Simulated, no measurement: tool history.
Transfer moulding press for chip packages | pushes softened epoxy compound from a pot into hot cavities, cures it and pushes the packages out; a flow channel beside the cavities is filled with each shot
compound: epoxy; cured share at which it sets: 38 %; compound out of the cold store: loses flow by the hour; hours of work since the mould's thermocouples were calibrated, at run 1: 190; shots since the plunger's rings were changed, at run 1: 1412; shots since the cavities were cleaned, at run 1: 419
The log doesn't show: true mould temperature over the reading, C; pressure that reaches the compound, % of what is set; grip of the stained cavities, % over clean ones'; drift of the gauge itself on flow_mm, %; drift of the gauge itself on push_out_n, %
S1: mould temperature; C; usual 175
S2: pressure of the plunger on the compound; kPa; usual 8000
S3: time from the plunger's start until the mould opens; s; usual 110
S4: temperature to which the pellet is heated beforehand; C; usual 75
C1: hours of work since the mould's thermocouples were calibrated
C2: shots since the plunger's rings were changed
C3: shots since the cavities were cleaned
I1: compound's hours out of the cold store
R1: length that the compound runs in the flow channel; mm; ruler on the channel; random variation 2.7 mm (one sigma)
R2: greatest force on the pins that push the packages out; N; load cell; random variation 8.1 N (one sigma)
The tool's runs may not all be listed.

Run 1, hour 0: usual settings; C1 190; C2 1412; C3 419; I1 11.7. Result: R1 1007 mm, R2 443 N.
Run 2, hour 9.5: usual settings; C1 195; C2 1498; C3 505; I1 22.8. Result: R1 956 mm, R2 447 N.
At hour 18.7: cavities cleaned with cleaning compound and waxed.
Run 3, hour 33.7: usual settings; C1 208; C2 1703; C3 135; I1 22.6. Result: R1 953 mm, R2 395 N.
Run 4, hour 43.2: usual settings; C1 214; C2 1788; C3 220; I1 43.9. Result: R1 869 mm, R2 390 N.
Run 5, hour 61.6: usual settings; C1 224; C2 1954; C3 386; I1 9.7. Result: R1 1003 mm, R2 436 N.
At hour 84.1: cavities cleaned with cleaning compound and waxed.
Run 6, hour 85.6: usual settings; C1 237; C2 2156; C3 13; I1 38.1. Result: R1 890 mm, R2 340 N.
Run 7, hour 106.8: usual settings; C1 249; C2 2348; C3 205; I1 19.6. Result: R1 959 mm, R2 405 N.
Run 8, hour 116.8: usual settings; C1 255; C2 2438; C3 295; I1 15.1. Result: R1 977 mm, R2 424 N.
Run 9, hour 128.2: usual settings; C1 262; C2 2540; C3 397; I1 19.4. Result: R1 958 mm, R2 439 N.
At hour 149.4: cavities cleaned with cleaning compound and waxed.
Run 10, hour 150.6: usual settings; C1 274; C2 2729; C3 11; I1 30.7. Result: R1 912 mm, R2 364 N.
Run 11, hour 172.5: usual settings but S4 83 C; C1 286; C2 2926; C3 208; I1 25.3. Result: R1 926 mm, R2 420 N.
Run 12, hour 185.8: usual settings but S4 83 C; C1 294; C2 3046; C3 328; I1 47.7. Result: R1 843 mm, R2 419 N.
Run 13, hour 205.1: usual settings; C1 305; C2 3220; C3 502; I1 20.4. Result: R1 945 mm, R2 441 N.
At hour 215.4: cavities cleaned with cleaning compound and waxed.
Run 14, hour 224.7: usual settings but S1 169 C; C1 315; C2 3384; C3 84; I1 23.7. Result: R1 971 mm, R2 478 N.
At hour 245.3: plunger's sealing rings changed.
Run 15, hour 245.3: usual settings but S1 178 C, S2 6820 kPa, S3 138 s, S4 65 C; C1 326; C2 0; C3 247; I1 24.6. Result: R1 869 mm, R2 389 N.
Run 16, hour 256.1: usual settings but S1 178 C, S2 6820 kPa, S3 138 s, S4 65 C; C1 332; C2 96; C3 343; I1 28. Result: R1 856 mm, R2 396 N.
Run 17, hour 273.4: usual settings but S1 176 C, S2 6580 kPa, S3 130 s, S4 74 C; C1 342; C2 252; C3 499; I1 11.9. Result: R1 909 mm, R2 416 N.
At hour 283.2: cavities cleaned with cleaning compound and waxed.
Run 18, hour 291.4: usual settings but S1 178 C; C1 352; C2 401; C3 74; I1 21.6. Result: R1 944 mm, R2 361 N.
Run 19, hour 302.7: usual settings but S1 178 C; C1 358; C2 503; C3 176; I1 46. Result: R1 853 mm, R2 374 N.
Run 20, hour 325.5: usual settings but S1 180 C, S2 8330 kPa, S3 95 s; C1 371; C2 708; C3 381; I1 34.7. Result: R1 902 mm, R2 416 N.
Run 21, hour 343.6: usual settings but S1 170 C, S2 9130 kPa, S3 95 s; C1 382; C2 871; C3 544; I1 22.7. Result: R1 1064 mm, R2 704 N.
At hour 348.8: cavities cleaned with cleaning compound and waxed.
Run 22, hour 364.5: usual settings but S1 170 C, S2 9130 kPa, S3 127 s; C1 393; C2 1047; C3 142; I1 35.6. Result: R1 1000 mm, R2 387 N.
Run 23, hour 376.6: usual settings but S1 170 C, S2 9130 kPa, S3 127 s; C1 400; C2 1155; C3 250; I1 37.8. Result: R1 990 mm, R2 426 N.
Run 24, hour 392.7: usual settings but S1 170 C, S2 9130 kPa, S3 106 s; C1 409; C2 1300; C3 395; I1 36.4. Result: R1 996 mm, R2 531 N.
Run 25, hour 411.6: usual settings but S1 173 C, S2 6690 kPa, S3 102 s, S4 81 C; C1 420; C2 1470; C3 565; I1 8.1. Result: R1 945 mm, R2 504 N.
At hour 414.2: cavities cleaned with cleaning compound and waxed.
Run 26, hour 428.2: usual settings but S1 173 C, S2 6690 kPa, S3 102 s, S4 81 C; C1 429; C2 1607; C3 127; I1 23.2. Result: R1 878 mm, R2 447 N.
Run 27, hour 449.9: usual settings but S1 174 C, S2 8180 kPa, S3 135 s, S4 79 C; C1 441; C2 1802; C3 322; I1 40.6. Result: R1 890 mm, R2 400 N.

Forecast each of these 3 alternatives for the next run:
Run A, hour 466.3: usual settings but S4 77 C; C1 450; C2 1951; C3 471; I1 39.2. Result: R1 ?, R2 ?.
Run B, hour 466.3: usual settings but S1 168 C, S4 68 C; C1 450; C2 1951; C3 471; I1 16.9. Result: R1 ?, R2 ?.
Run C, hour 466.3: usual settings but S2 8250 kPa; C1 450; C2 1951; C3 471; I1 29.2. Result: R1 ?, R2 ?.

run    R1   R2
  A   884  450
  B  1022  608
  C   936  441
Without the tool's hidden state the same runs would have given:
run    R1   R2
  A   906  361
  B  1048  498
  C   960  352
